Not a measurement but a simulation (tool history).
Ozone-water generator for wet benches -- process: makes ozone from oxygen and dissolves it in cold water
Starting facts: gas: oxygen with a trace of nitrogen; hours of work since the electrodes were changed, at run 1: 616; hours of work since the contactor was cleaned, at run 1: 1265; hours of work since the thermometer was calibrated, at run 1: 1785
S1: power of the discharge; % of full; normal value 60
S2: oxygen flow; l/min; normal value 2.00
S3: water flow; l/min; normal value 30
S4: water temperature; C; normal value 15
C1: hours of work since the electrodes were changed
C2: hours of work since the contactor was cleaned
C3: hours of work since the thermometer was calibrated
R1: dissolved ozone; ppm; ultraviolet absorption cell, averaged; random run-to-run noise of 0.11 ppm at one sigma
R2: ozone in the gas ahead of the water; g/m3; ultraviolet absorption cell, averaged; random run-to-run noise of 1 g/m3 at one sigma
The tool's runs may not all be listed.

{"run": 1, "day": 0.0, "S1": 60, "S2": 2.0, "S3": 30, "S4": 15, "C1": 616, "C2": 1265, "C3": 1785, "R1": 8.5, "R2": 182.5}
{"run": 2, "day": 1.117, "S1": 60, "S2": 2.0, "S3": 30, "S4": 15, "C1": 640, "C2": 1289, "C3": 1809, "R1": 8.1, "R2": 183.1}
{"run": 3, "day": 2.271, "S1": 60, "S2": 2.0, "S3": 30, "S4": 15, "C1": 665, "C2": 1314, "C3": 1833, "R1": 8.4, "R2": 180.8}
{"run": 4, "day": 3.633, "S1": 66, "S2": 2.0, "S3": 30, "S4": 15, "C1": 694, "C2": 1343, "C3": 1863, "R1": 8.9, "R2": 194.5}
{"run": 5, "day": 4.65, "S1": 66, "S2": 2.0, "S3": 30, "S4": 15, "C1": 716, "C2": 1365, "C3": 1885, "R1": 9.0, "R2": 195.8}
{"run": 6, "day": 5.458, "S1": 66, "S2": 2.0, "S3": 30, "S4": 15, "C1": 733, "C2": 1382, "C3": 1902, "R1": 8.9, "R2": 193.9}
{"run": 7, "day": 6.492, "S1": 60, "S2": 2.0, "S3": 30, "S4": 15, "C1": 755, "C2": 1405, "C3": 1924, "R1": 8.4, "R2": 182.2}
{"run": 8, "day": 7.508, "S1": 60, "S2": 2.0, "S3": 30, "S4": 15, "C1": 777, "C2": 1427, "C3": 1946, "R1": 8.3, "R2": 181.3}
{"run": 9, "day": 8.692, "S1": 60, "S2": 2.0, "S3": 30, "S4": 15, "C1": 803, "C2": 1452, "C3": 1971, "R1": 8.3, "R2": 181.0}
{"run": 10, "day": 10.125, "S1": 60, "S2": 2.0, "S3": 30, "S4": 15, "C1": 833, "C2": 1483, "C3": 2002, "R1": 8.0, "R2": 182.8}
{"run": 11, "day": 10.958, "S1": 60, "S2": 2.0, "S3": 30, "S4": 15, "C1": 851, "C2": 1501, "C3": 2020, "R1": 8.3, "R2": 181.8}
{"run": 12, "day": 11.604, "S1": 60, "S2": 2.0, "S3": 30, "S4": 15, "C1": 865, "C2": 1515, "C3": 2034, "R1": 8.4, "R2": 182.9}
{"run": 13, "day": 12.95, "S1": 60, "S2": 2.0, "S3": 30, "S4": 15, "C1": 894, "C2": 1543, "C3": 2063, "R1": 8.3, "R2": 181.6}
{"run": 14, "day": 14.296, "S1": 60, "S2": 2.0, "S3": 30, "S4": 15, "C1": 923, "C2": 1572, "C3": 2092, "R1": 8.3, "R2": 182.1}
{"run": 15, "day": 15.054, "S1": 60, "S2": 2.0, "S3": 30, "S4": 15, "C1": 939, "C2": 1589, "C3": 2108, "R1": 8.1, "R2": 180.2}
{"run": 16, "day": 16.425, "S1": 60, "S2": 2.0, "S3": 30, "S4": 15, "C1": 969, "C2": 1618, "C3": 2138, "R1": 8.3, "R2": 182.0}
{"run": 17, "day": 17.633, "S1": 60, "S2": 1.75, "S3": 21, "S4": 15, "C1": 995, "C2": 1644, "C3": 2164, "R1": 11.6, "R2": 192.2}
{"run": 18, "day": 18.825, "S1": 42, "S2": 2.0, "S3": 30, "S4": 21, "C1": 1020, "C2": 1670, "C3": 2189, "R1": 6.1, "R2": 143.3}
{"run": 19, "day": 20.104, "S1": 42, "S2": 2.0, "S3": 30, "S4": 21, "C1": 1048, "C2": 1697, "C3": 2217, "R1": 6.3, "R2": 141.6}
{"run": 20, "day": 20.883, "S1": 42, "S2": 2.0, "S3": 30, "S4": 21, "C1": 1065, "C2": 1714, "C3": 2234, "R1": 6.1, "R2": 143.4}
{"run": 21, "day": 22.179, "S1": 60, "S2": 2.06, "S3": 20, "S4": 15, "C1": 1093, "C2": 1742, "C3": 2261, "R1": 12.6, "R2": 177.6}
{"run": 22, "day": 23.308, "S1": 60, "S2": 2.06, "S3": 20, "S4": 15, "C1": 1117, "C2": 1766, "C3": 2286, "R1": 12.7, "R2": 180.3}
{"run": 23, "day": 24.171, "S1": 87, "S2": 2.06, "S3": 45, "S4": 15, "C1": 1135, "C2": 1785, "C3": 2304, "R1": 6.7, "R2": 231.3}
{"run": 24, "day": 24.829, "S1": 87, "S2": 2.06, "S3": 45, "S4": 15, "C1": 1150, "C2": 1799, "C3": 2318, "R1": 6.7, "R2": 231.2}
{"run": 25, "day": 26.1, "S1": 47, "S2": 2.0, "S3": 29, "S4": 11, "C1": 1177, "C2": 1826, "C3": 2346, "R1": 7.3, "R2": 152.5}
{"run": 26, "day": 27.479, "S1": 47, "S2": 2.0, "S3": 29, "S4": 10, "C1": 1206, "C2": 1856, "C3": 2375, "R1": 7.3, "R2": 154.6}
{"run": 27, "day": 28.325, "S1": 47, "S2": 2.0, "S3": 29, "S4": 10, "C1": 1225, "C2": 1874, "C3": 2394, "R1": 7.4, "R2": 153.8}
{"run": 28, "day": 29.262, "S1": 62, "S2": 2.0, "S3": 31, "S4": 9, "C1": 1245, "C2": 1894, "C3": 2414, "R1": 8.3, "R2": 187.7}
{"run": 29, "day": 30.454, "S1": 62, "S2": 2.0, "S3": 45, "S4": 21, "C1": 1270, "C2": 1920, "C3": 2439, "R1": 5.1, "R2": 185.8}
{"run": 30, "day": 31.3, "S1": 60, "S2": 2.0, "S3": 30, "S4": 23, "C1": 1289, "C2": 1938, "C3": 2458, "R1": 8.1, "R2": 182.4}
{"run": 31, "day": 32.271, "S1": 60, "S2": 2.0, "S3": 30, "S4": 23, "C1": 1309, "C2": 1959, "C3": 2478, "R1": 7.9, "R2": 182.0}
{"run": 32, "day": 33.15, "S1": 81, "S2": 2.68, "S3": 23, "S4": 12, "C1": 1328, "C2": 1978, "C3": 2497, "R1": 14.8, "R2": 190.7}

Some steps in R1 between neighbouring runs. How much of each would the tool show without its hidden state too (settings, what came in, random variation), and how much is left for the hidden state, with any gauge scatter that isn't in both results?
The hidden state here: yield of the discharge, % of new electrodes'; contactor's efficiency, % of a clean one's; true water temperature over the reading, C; drift of the gauge itself on ozone_ppm, %; drift of the gauge itself on gas_g_m3, %.
Run 8 -> 9: nothing adjusted, nothing logged. R1 +0.0 ppm: hidden state -0.1, all else +0.1.
Run 9 -> 10: nothing adjusted, nothing logged. R1 -0.3 ppm: hidden state +0.1, all else -0.4.
Run 20 -> 21: S1 42 -> 60, S2 2.00 -> 2.06, S3 30 -> 20, S4 21 -> 15. R1 +6.5 ppm: hidden state -0.1, all else +6.6.
Run 22 -> 23: S1 60 -> 87, S3 20 -> 45. R1 -6.0 ppm: hidden state +0.1, all else -6.1.
Run 31 -> 32: S1 60 -> 81, S2 2.00 -> 2.68, S3 30 -> 23, S4 23 -> 12. R1 +6.9 ppm: hidden state -0.2, all else +7.1.
